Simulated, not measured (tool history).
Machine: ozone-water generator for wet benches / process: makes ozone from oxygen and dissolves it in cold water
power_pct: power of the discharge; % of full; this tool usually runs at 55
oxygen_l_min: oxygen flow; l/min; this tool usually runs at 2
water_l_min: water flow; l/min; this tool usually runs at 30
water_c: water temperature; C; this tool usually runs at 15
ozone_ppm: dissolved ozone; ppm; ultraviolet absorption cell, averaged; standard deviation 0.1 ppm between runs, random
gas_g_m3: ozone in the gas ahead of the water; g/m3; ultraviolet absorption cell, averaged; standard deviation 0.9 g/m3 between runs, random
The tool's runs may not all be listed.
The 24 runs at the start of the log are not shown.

Run 25, day 51.075: usual settings but oxygen_l_min 1.41 l/min, water_l_min 39 l/min, water_c 22 C. Result: ozone_ppm 3.1 ppm, gas_g_m3 170.5 g/m3.
Run 26, day 53.296: usual settings but oxygen_l_min 1.46 l/min, water_l_min 24 l/min. Result: ozone_ppm 5.8 ppm, gas_g_m3 170.4 g/m3.
Run 27, day 55.196: usual settings but oxygen_l_min 1.46 l/min, water_l_min 24 l/min. Result: ozone_ppm 5.6 ppm, gas_g_m3 169.5 g/m3.
Run 28, day 57.154: usual settings but power_pct 73 % of full. Result: ozone_ppm 6.1 ppm, gas_g_m3 178.3 g/m3.
Run 29, day 59.104: usual settings but power_pct 73 % of full, oxygen_l_min 1.16 l/min. Result: ozone_ppm 4.7 ppm, gas_g_m3 215.8 g/m3.
Run 30, day 61.104: usual settings but power_pct 73 % of full, oxygen_l_min 1.16 l/min. Result: ozone_ppm 4.7 ppm, gas_g_m3 217 g/m3.
Run 31, day 62.975: usual settings but power_pct 76 % of full, oxygen_l_min 1.58 l/min, water_l_min 24 l/min. Result: ozone_ppm 7.1 ppm, gas_g_m3 195.2 g/m3.
Run 32, day 65.671: usual settings but power_pct 76 % of full, oxygen_l_min 1.58 l/min, water_l_min 24 l/min. Result: ozone_ppm 7.3 ppm, gas_g_m3 196.9 g/m3.
Run 33, day 67.017: usual settings but power_pct 80 % of full, oxygen_l_min 1.14 l/min, water_l_min 40 l/min, water_c 17 C. Result: ozone_ppm 3.4 ppm, gas_g_m3 229.1 g/m3.

3 ways to go on from here, each from the tool as it stands after run 33. What would each give?
Run A, day 68.854: usual settings but power_pct 51 % of full, water_l_min 24 l/min, water_c 9 C. Result: ozone_ppm ?, gas_g_m3 ?.
Run B, day 68.854: usual settings but oxygen_l_min 3.26 l/min, water_l_min 40 l/min, water_c 7 C. Result: ozone_ppm ?, gas_g_m3 ?.
Run C, day 68.854: usual settings but power_pct 74 % of full, oxygen_l_min 1.14 l/min, water_l_min 46 l/min, water_c 12 C. Result: ozone_ppm ?, gas_g_m3 ?.

run  ozone_ppm  gas_g_m3
  A        6.5     145.4
  B        4.9       127
  C        2.9     218.2
What these runs would have given with no unlogged condition in the tool:
run  ozone_ppm  gas_g_m3
  A        6.5     145.4
  B        4.9       127
  C        2.9     218.3
